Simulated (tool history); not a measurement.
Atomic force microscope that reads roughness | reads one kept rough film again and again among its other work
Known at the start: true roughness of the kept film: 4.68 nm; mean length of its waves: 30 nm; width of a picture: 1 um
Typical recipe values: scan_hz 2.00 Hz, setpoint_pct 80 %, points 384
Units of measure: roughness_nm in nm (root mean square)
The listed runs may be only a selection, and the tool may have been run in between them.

{"run": 1, "hour": 0.0, "scan_hz": 2.0, "setpoint_pct": 80, "points": 384, "roughness_nm": 2.535}
{"run": 2, "hour": 8.2, "scan_hz": 2.0, "setpoint_pct": 80, "points": 384, "roughness_nm": 2.485}
{"run": 3, "hour": 17.2, "scan_hz": 2.0, "setpoint_pct": 80, "points": 384, "roughness_nm": 2.434}
{"run": 4, "hour": 29.9, "scan_hz": 2.0, "setpoint_pct": 80, "points": 384, "roughness_nm": 2.371}
{"run": 5, "hour": 41.1, "scan_hz": 2.0, "setpoint_pct": 80, "points": 384, "roughness_nm": 2.315}
{"hour": 43.0, "done": "new tip fitted"}
{"run": 6, "hour": 56.7, "scan_hz": 2.0, "setpoint_pct": 80, "points": 384, "roughness_nm": 3.199}
{"run": 7, "hour": 71.2, "scan_hz": 2.0, "setpoint_pct": 80, "points": 384, "roughness_nm": 3.058}
{"run": 8, "hour": 85.9, "scan_hz": 2.0, "setpoint_pct": 80, "points": 384, "roughness_nm": 2.922}
{"run": 9, "hour": 99.9, "scan_hz": 2.0, "setpoint_pct": 80, "points": 803, "roughness_nm": 2.856}
{"run": 10, "hour": 109.3, "scan_hz": 2.0, "setpoint_pct": 80, "points": 803, "roughness_nm": 2.783}
{"run": 11, "hour": 120.2, "scan_hz": 2.0, "setpoint_pct": 80, "points": 803, "roughness_nm": 2.672}
{"run": 12, "hour": 133.3, "scan_hz": 2.0, "setpoint_pct": 80, "points": 803, "roughness_nm": 2.567}
{"run": 13, "hour": 145.4, "scan_hz": 2.0, "setpoint_pct": 80, "points": 803, "roughness_nm": 2.522}
{"run": 14, "hour": 153.1, "scan_hz": 2.0, "setpoint_pct": 80, "points": 847, "roughness_nm": 2.47}
{"run": 15, "hour": 164.1, "scan_hz": 2.0, "setpoint_pct": 80, "points": 847, "roughness_nm": 2.405}
{"run": 16, "hour": 178.9, "scan_hz": 2.0, "setpoint_pct": 80, "points": 384, "roughness_nm": 2.345}
{"run": 17, "hour": 191.1, "scan_hz": 3.68, "setpoint_pct": 80, "points": 384, "roughness_nm": 1.965}
{"hour": 196.9, "done": "new tip fitted"}
{"run": 18, "hour": 199.9, "scan_hz": 3.68, "setpoint_pct": 80, "points": 384, "roughness_nm": 2.845}
{"run": 19, "hour": 210.5, "scan_hz": 3.68, "setpoint_pct": 80, "points": 779, "roughness_nm": 2.775}
{"run": 20, "hour": 221.2, "scan_hz": 3.68, "setpoint_pct": 80, "points": 779, "roughness_nm": 2.707}
{"run": 21, "hour": 237.6, "scan_hz": 3.68, "setpoint_pct": 80, "points": 779, "roughness_nm": 2.588}
{"run": 22, "hour": 252.9, "scan_hz": 3.68, "setpoint_pct": 80, "points": 779, "roughness_nm": 2.468}
{"run": 23, "hour": 261.7, "scan_hz": 0.81, "setpoint_pct": 80, "points": 498, "roughness_nm": 3.092}
{"run": 24, "hour": 268.6, "scan_hz": 2.73, "setpoint_pct": 80, "points": 498, "roughness_nm": 2.537}
{"run": 25, "hour": 275.9, "scan_hz": 2.0, "setpoint_pct": 88, "points": 622, "roughness_nm": 2.469}
{"run": 26, "hour": 283.7, "scan_hz": 1.4, "setpoint_pct": 88, "points": 543, "roughness_nm": 2.594}
{"run": 27, "hour": 292.0, "scan_hz": 1.4, "setpoint_pct": 88, "points": 543, "roughness_nm": 2.523}
{"run": 28, "hour": 300.9, "scan_hz": 2.0, "setpoint_pct": 80, "points": 435, "roughness_nm": 2.483}
{"run": 29, "hour": 314.5, "scan_hz": 2.0, "setpoint_pct": 80, "points": 435, "roughness_nm": 2.424}
{"run": 30, "hour": 325.7, "scan_hz": 2.0, "setpoint_pct": 80, "points": 435, "roughness_nm": 2.362}
{"run": 31, "hour": 341.7, "scan_hz": 3.59, "setpoint_pct": 82, "points": 384, "roughness_nm": 1.928}
{"hour": 349.4, "done": "new tip fitted"}
{"run": 32, "hour": 350.7, "scan_hz": 2.0, "setpoint_pct": 60, "points": 967, "roughness_nm": 3.812}
{"run": 33, "hour": 367.0, "scan_hz": 3.5, "setpoint_pct": 80, "points": 384, "roughness_nm": 2.779}
{"run": 34, "hour": 376.3, "scan_hz": 3.5, "setpoint_pct": 80, "points": 384, "roughness_nm": 2.739}
{"run": 35, "hour": 386.7, "scan_hz": 3.5, "setpoint_pct": 80, "points": 384, "roughness_nm": 2.647}
{"run": 36, "hour": 397.2, "scan_hz": 2.0, "setpoint_pct": 86, "points": 384, "roughness_nm": 2.722}
{"run": 37, "hour": 409.2, "scan_hz": 1.57, "setpoint_pct": 65, "points": 298, "roughness_nm": 3.13}
{"run": 38, "hour": 424.4, "scan_hz": 1.57, "setpoint_pct": 65, "points": 298, "roughness_nm": 3.021}
{"run": 39, "hour": 439.5, "scan_hz": 0.66, "setpoint_pct": 57, "points": 641, "roughness_nm": 3.116}
{"run": 40, "hour": 451.8, "scan_hz": 0.64, "setpoint_pct": 62, "points": 665, "roughness_nm": 2.991}
{"run": 41, "hour": 460.2, "scan_hz": 2.0, "setpoint_pct": 74, "points": 384, "roughness_nm": 2.577}
{"run": 42, "hour": 470.2, "scan_hz": 2.01, "setpoint_pct": 74, "points": 1003, "roughness_nm": 2.551}
{"run": 43, "hour": 485.6, "scan_hz": 2.01, "setpoint_pct": 74, "points": 1003, "roughness_nm": 2.461}
{"run": 44, "hour": 495.1, "scan_hz": 2.93, "setpoint_pct": 72, "points": 505, "roughness_nm": 2.302}

Alternative continuations, all from the tool just after run 44; predict every row:
{"hour": 501.9, "done": "new tip fitted"}
{"run": "A", "hour": 503.5, "scan_hz": 0.55, "setpoint_pct": 74, "points": 819, "roughness_nm": "?"}
{"hour": 501.9, "done": "new tip fitted"}
{"run": "B", "hour": 503.5, "scan_hz": 2.93, "setpoint_pct": 84, "points": 505, "roughness_nm": "?"}
{"hour": 501.9, "done": "new tip fitted"}
{"run": "C", "hour": 503.5, "scan_hz": 2.16, "setpoint_pct": 66, "points": 866, "roughness_nm": "?"}
{"hour": 501.9, "done": "new tip fitted"}
{"run": "D", "hour": 503.5, "scan_hz": 3.1, "setpoint_pct": 79, "points": 384, "roughness_nm": "?"}

run=A roughness_nm=3.877
run=B roughness_nm=2.917
run=C roughness_nm=3.676
run=D roughness_nm=3.048
With no hidden state in the tool, these same runs would have given:
run=A roughness_nm=3.906
run=B roughness_nm=2.940
run=C roughness_nm=3.704
run=D roughness_nm=3.072

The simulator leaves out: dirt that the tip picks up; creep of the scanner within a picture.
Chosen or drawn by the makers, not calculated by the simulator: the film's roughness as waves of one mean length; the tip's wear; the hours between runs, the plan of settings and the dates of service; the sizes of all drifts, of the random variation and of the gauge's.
